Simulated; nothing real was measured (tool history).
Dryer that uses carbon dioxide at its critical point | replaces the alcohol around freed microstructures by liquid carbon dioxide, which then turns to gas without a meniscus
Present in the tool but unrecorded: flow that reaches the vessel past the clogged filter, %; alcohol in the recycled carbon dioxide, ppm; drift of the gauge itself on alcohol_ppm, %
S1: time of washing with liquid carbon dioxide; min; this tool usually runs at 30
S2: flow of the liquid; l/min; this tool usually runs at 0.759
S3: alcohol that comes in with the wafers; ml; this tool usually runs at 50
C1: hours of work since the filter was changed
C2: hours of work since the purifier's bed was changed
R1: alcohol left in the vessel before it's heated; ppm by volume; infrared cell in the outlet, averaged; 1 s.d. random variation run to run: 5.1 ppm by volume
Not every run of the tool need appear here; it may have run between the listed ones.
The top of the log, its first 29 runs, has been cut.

{"run": 30, "hour": 992.0, "S1": 30, "S2": 0.917, "S3": 37, "C1": 16, "C2": 96, "R1": 17}
{"run": 31, "hour": 1027.0, "S1": 43, "S2": 0.48, "S3": 25, "C1": 44, "C2": 123, "R1": 50}
{"run": 32, "hour": 1055.1, "S1": 30, "S2": 1.036, "S3": 68, "C1": 66, "C2": 146, "R1": 33}
{"run": 33, "hour": 1076.9, "S1": 30, "S2": 0.948, "S3": 29, "C1": 84, "C2": 163, "R1": 34}
{"run": 34, "hour": 1117.5, "S1": 30, "S2": 0.948, "S3": 29, "C1": 116, "C2": 195, "R1": 35}
{"run": 35, "hour": 1154.2, "S1": 30, "S2": 0.594, "S3": 21, "C1": 145, "C2": 224, "R1": 107}
{"hour": 1166.0, "done": "inlet filter changed"}
{"run": 36, "hour": 1177.6, "S1": 40, "S2": 0.85, "S3": 21, "C1": 9, "C2": 242, "R1": 28}
{"run": 37, "hour": 1220.3, "S1": 30, "S2": 1.268, "S3": 87, "C1": 43, "C2": 275, "R1": 37}

Below are 3 alternative next runs, each starting from the tool's condition after run 37. Predict each:
{"run": "A", "hour": 1246.9, "S1": 21, "S2": 0.551, "S3": 87, "C1": 64, "C2": 297, "R1": "?"}
{"run": "B", "hour": 1246.9, "S1": 30, "S2": 0.759, "S3": 30, "C1": 64, "C2": 297, "R1": "?"}
{"run": "C", "hour": 1246.9, "S1": 44, "S2": 1.289, "S3": 50, "C1": 64, "C2": 297, "R1": "?"}

run=A R1=1314
run=B R1=59
run=C R1=28
The same runs, with their run-to-run variation unchanged, on a tool lacking any hidden condition would have given:
run=A R1=1168
run=B R1=24
run=C R1=0
